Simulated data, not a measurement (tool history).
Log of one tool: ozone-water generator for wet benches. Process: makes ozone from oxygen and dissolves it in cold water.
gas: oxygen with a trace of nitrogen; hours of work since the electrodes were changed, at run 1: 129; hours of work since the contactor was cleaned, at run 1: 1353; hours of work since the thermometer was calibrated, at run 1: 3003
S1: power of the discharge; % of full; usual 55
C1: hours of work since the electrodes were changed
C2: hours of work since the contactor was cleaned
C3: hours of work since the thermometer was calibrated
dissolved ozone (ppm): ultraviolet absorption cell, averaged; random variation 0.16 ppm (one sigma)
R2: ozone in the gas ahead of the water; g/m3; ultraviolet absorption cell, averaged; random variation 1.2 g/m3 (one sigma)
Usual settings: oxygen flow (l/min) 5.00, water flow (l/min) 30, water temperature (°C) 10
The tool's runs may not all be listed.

{"run": 1, "hour": 0.0, "S1": 55, "oxygen flow (l/min)": 5.0, "water flow (l/min)": 30, "water temperature (°C)": 10, "C1": 129, "C2": 1353, "C3": 3003, "dissolved ozone (ppm)": 21.2, "R2": 224.1}
{"run": 2, "hour": 48.8, "S1": 55, "oxygen flow (l/min)": 3.33, "water flow (l/min)": 30, "water temperature (°C)": 10, "C1": 167, "C2": 1392, "C3": 3041, "dissolved ozone (ppm)": 19.2, "R2": 278.3}
{"run": 3, "hour": 118.4, "S1": 55, "oxygen flow (l/min)": 3.33, "water flow (l/min)": 30, "water temperature (°C)": 10, "C1": 222, "C2": 1446, "C3": 3096, "dissolved ozone (ppm)": 19.2, "R2": 277.4}
{"run": 4, "hour": 165.7, "S1": 55, "oxygen flow (l/min)": 3.33, "water flow (l/min)": 30, "water temperature (°C)": 10, "C1": 260, "C2": 1484, "C3": 3133, "dissolved ozone (ppm)": 19.3, "R2": 278.9}
{"run": 5, "hour": 244.5, "S1": 55, "oxygen flow (l/min)": 3.33, "water flow (l/min)": 30, "water temperature (°C)": 13, "C1": 322, "C2": 1546, "C3": 3196, "dissolved ozone (ppm)": 18.8, "R2": 275.1}
{"run": 6, "hour": 295.3, "S1": 55, "oxygen flow (l/min)": 5.0, "water flow (l/min)": 30, "water temperature (°C)": 9, "C1": 362, "C2": 1586, "C3": 3236, "dissolved ozone (ppm)": 21.1, "R2": 223.9}
{"run": 7, "hour": 382.3, "S1": 55, "oxygen flow (l/min)": 4.01, "water flow (l/min)": 30, "water temperature (°C)": 10, "C1": 431, "C2": 1655, "C3": 3304, "dissolved ozone (ppm)": 20.0, "R2": 251.4}
{"run": 8, "hour": 419.2, "S1": 55, "oxygen flow (l/min)": 4.01, "water flow (l/min)": 30, "water temperature (°C)": 10, "C1": 460, "C2": 1684, "C3": 3333, "dissolved ozone (ppm)": 19.9, "R2": 254.1}
{"run": 9, "hour": 467.9, "S1": 55, "oxygen flow (l/min)": 4.01, "water flow (l/min)": 30, "water temperature (°C)": 10, "C1": 498, "C2": 1722, "C3": 3372, "dissolved ozone (ppm)": 20.0, "R2": 252.7}
{"run": 10, "hour": 533.2, "S1": 55, "oxygen flow (l/min)": 4.01, "water flow (l/min)": 30, "water temperature (°C)": 10, "C1": 550, "C2": 1774, "C3": 3423, "dissolved ozone (ppm)": 20.0, "R2": 252.7}
{"run": 11, "hour": 612.2, "S1": 55, "oxygen flow (l/min)": 4.01, "water flow (l/min)": 30, "water temperature (°C)": 10, "C1": 612, "C2": 1836, "C3": 3486, "dissolved ozone (ppm)": 20.0, "R2": 249.2}
{"hour": 650.8, "done": "water thermometer calibrated"}
{"run": 12, "hour": 689.3, "S1": 55, "oxygen flow (l/min)": 4.01, "water flow (l/min)": 30, "water temperature (°C)": 10, "C1": 672, "C2": 1897, "C3": 30, "dissolved ozone (ppm)": 19.8, "R2": 250.3}
{"run": 13, "hour": 750.1, "S1": 55, "oxygen flow (l/min)": 5.0, "water flow (l/min)": 30, "water temperature (°C)": 10, "C1": 720, "C2": 1944, "C3": 78, "dissolved ozone (ppm)": 20.8, "R2": 222.6}
{"run": 14, "hour": 791.5, "S1": 55, "oxygen flow (l/min)": 5.0, "water flow (l/min)": 30, "water temperature (°C)": 10, "C1": 753, "C2": 1977, "C3": 111, "dissolved ozone (ppm)": 20.9, "R2": 223.9}
{"run": 15, "hour": 844.5, "S1": 55, "oxygen flow (l/min)": 5.0, "water flow (l/min)": 30, "water temperature (°C)": 10, "C1": 795, "C2": 2019, "C3": 153, "dissolved ozone (ppm)": 21.1, "R2": 224.7}
{"run": 16, "hour": 925.7, "S1": 55, "oxygen flow (l/min)": 2.54, "water flow (l/min)": 30, "water temperature (°C)": 10, "C1": 859, "C2": 2083, "C3": 217, "dissolved ozone (ppm)": 17.7, "R2": 315.4}
{"run": 17, "hour": 985.7, "S1": 55, "oxygen flow (l/min)": 5.0, "water flow (l/min)": 30, "water temperature (°C)": 7, "C1": 906, "C2": 2130, "C3": 264, "dissolved ozone (ppm)": 21.4, "R2": 224.5}
{"run": 18, "hour": 1033.1, "S1": 55, "oxygen flow (l/min)": 6.09, "water flow (l/min)": 30, "water temperature (°C)": 10, "C1": 944, "C2": 2168, "C3": 302, "dissolved ozone (ppm)": 21.6, "R2": 200.4}
{"run": 19, "hour": 1101.4, "S1": 83, "oxygen flow (l/min)": 3.38, "water flow (l/min)": 23, "water temperature (°C)": 13, "C1": 998, "C2": 2222, "C3": 356, "dissolved ozone (ppm)": 30.4, "R2": 343.3}
{"run": 20, "hour": 1175.0, "S1": 83, "oxygen flow (l/min)": 3.07, "water flow (l/min)": 23, "water temperature (°C)": 13, "C1": 1056, "C2": 2280, "C3": 414, "dissolved ozone (ppm)": 29.9, "R2": 359.1}
{"run": 21, "hour": 1241.6, "S1": 83, "oxygen flow (l/min)": 3.07, "water flow (l/min)": 23, "water temperature (°C)": 13, "C1": 1108, "C2": 2332, "C3": 466, "dissolved ozone (ppm)": 29.4, "R2": 360.9}
{"run": 22, "hour": 1298.8, "S1": 92, "oxygen flow (l/min)": 2.92, "water flow (l/min)": 18, "water temperature (°C)": 6, "C1": 1153, "C2": 2377, "C3": 511, "dissolved ozone (ppm)": 41.1, "R2": 395.1}
{"run": 23, "hour": 1355.6, "S1": 77, "oxygen flow (l/min)": 2.92, "water flow (l/min)": 34, "water temperature (°C)": 6, "C1": 1198, "C2": 2422, "C3": 556, "dissolved ozone (ppm)": 19.5, "R2": 352.3}
{"run": 24, "hour": 1390.9, "S1": 55, "oxygen flow (l/min)": 5.0, "water flow (l/min)": 30, "water temperature (°C)": 11, "C1": 1226, "C2": 2450, "C3": 584, "dissolved ozone (ppm)": 20.6, "R2": 220.2}
{"run": 25, "hour": 1474.6, "S1": 69, "oxygen flow (l/min)": 5.0, "water flow (l/min)": 18, "water temperature (°C)": 10, "C1": 1292, "C2": 2516, "C3": 650, "dissolved ozone (ppm)": 36.5, "R2": 252.5}
{"run": 26, "hour": 1530.6, "S1": 69, "oxygen flow (l/min)": 5.0, "water flow (l/min)": 18, "water temperature (°C)": 10, "C1": 1336, "C2": 2560, "C3": 694, "dissolved ozone (ppm)": 36.4, "R2": 248.4}
{"run": 27, "hour": 1606.6, "S1": 64, "oxygen flow (l/min)": 4.27, "water flow (l/min)": 30, "water temperature (°C)": 8, "C1": 1396, "C2": 2620, "C3": 754, "dissolved ozone (ppm)": 22.2, "R2": 263.4}
{"run": 28, "hour": 1683.0, "S1": 60, "oxygen flow (l/min)": 4.42, "water flow (l/min)": 25, "water temperature (°C)": 13, "C1": 1457, "C2": 2681, "C3": 814, "dissolved ozone (ppm)": 24.5, "R2": 247.9}
{"run": 29, "hour": 1760.4, "S1": 54, "oxygen flow (l/min)": 7.05, "water flow (l/min)": 28, "water temperature (°C)": 9, "C1": 1518, "C2": 2742, "C3": 876, "dissolved ozone (ppm)": 23.0, "R2": 184.3}
{"run": 30, "hour": 1834.4, "S1": 64, "oxygen flow (l/min)": 6.13, "water flow (l/min)": 22, "water temperature (°C)": 6, "C1": 1576, "C2": 2800, "C3": 934, "dissolved ozone (ppm)": 32.0, "R2": 216.4}
{"run": 31, "hour": 1901.4, "S1": 55, "oxygen flow (l/min)": 5.0, "water flow (l/min)": 18, "water temperature (°C)": 10, "C1": 1629, "C2": 2853, "C3": 987, "dissolved ozone (ppm)": 31.7, "R2": 219.9}
{"run": 32, "hour": 1949.8, "S1": 87, "oxygen flow (l/min)": 5.0, "water flow (l/min)": 18, "water temperature (°C)": 10, "C1": 1667, "C2": 2891, "C3": 1025, "dissolved ozone (ppm)": 41.6, "R2": 286.0}
{"run": 33, "hour": 1986.6, "S1": 55, "oxygen flow (l/min)": 5.0, "water flow (l/min)": 30, "water temperature (°C)": 14, "C1": 1696, "C2": 2920, "C3": 1054, "dissolved ozone (ppm)": 19.9, "R2": 221.5}
{"run": 34, "hour": 2030.2, "S1": 55, "oxygen flow (l/min)": 5.0, "water flow (l/min)": 30, "water temperature (°C)": 14, "C1": 1731, "C2": 2955, "C3": 1088, "dissolved ozone (ppm)": 19.8, "R2": 221.2}

Some steps in dissolved ozone (ppm) between neighbouring runs. How much of each would the tool show without its hidden state too (settings, what came in, random variation), and how much is left for the hidden state, with any gauge scatter that isn't in both results?
The hidden state here: yield of the discharge, % of new electrodes'; contactor's efficiency, % of a clean one's; true water temperature over the reading, C; drift of the gauge itself on ozone_ppm, %; drift of the gauge itself on gas_g_m3, %.
Run 22 -> 23: S1 92 -> 77, water flow (l/min) 18 -> 34. dissolved ozone (ppm) -21.6: hidden state +0.8, all else -22.4.
Run 24 -> 25: S1 55 -> 69, water flow (l/min) 30 -> 18, water temperature (°C) 11 -> 10. dissolved ozone (ppm) +15.9: hidden state -0.7, all else +16.6.
Run 31 -> 32: S1 55 -> 87. dissolved ozone (ppm) +9.9: hidden state -0.9, all else +10.8.
Run 32 -> 33: S1 87 -> 55, water flow (l/min) 18 -> 30, water temperature (°C) 10 -> 14. dissolved ozone (ppm) -21.7: hidden state +1.3, all else -23.0.

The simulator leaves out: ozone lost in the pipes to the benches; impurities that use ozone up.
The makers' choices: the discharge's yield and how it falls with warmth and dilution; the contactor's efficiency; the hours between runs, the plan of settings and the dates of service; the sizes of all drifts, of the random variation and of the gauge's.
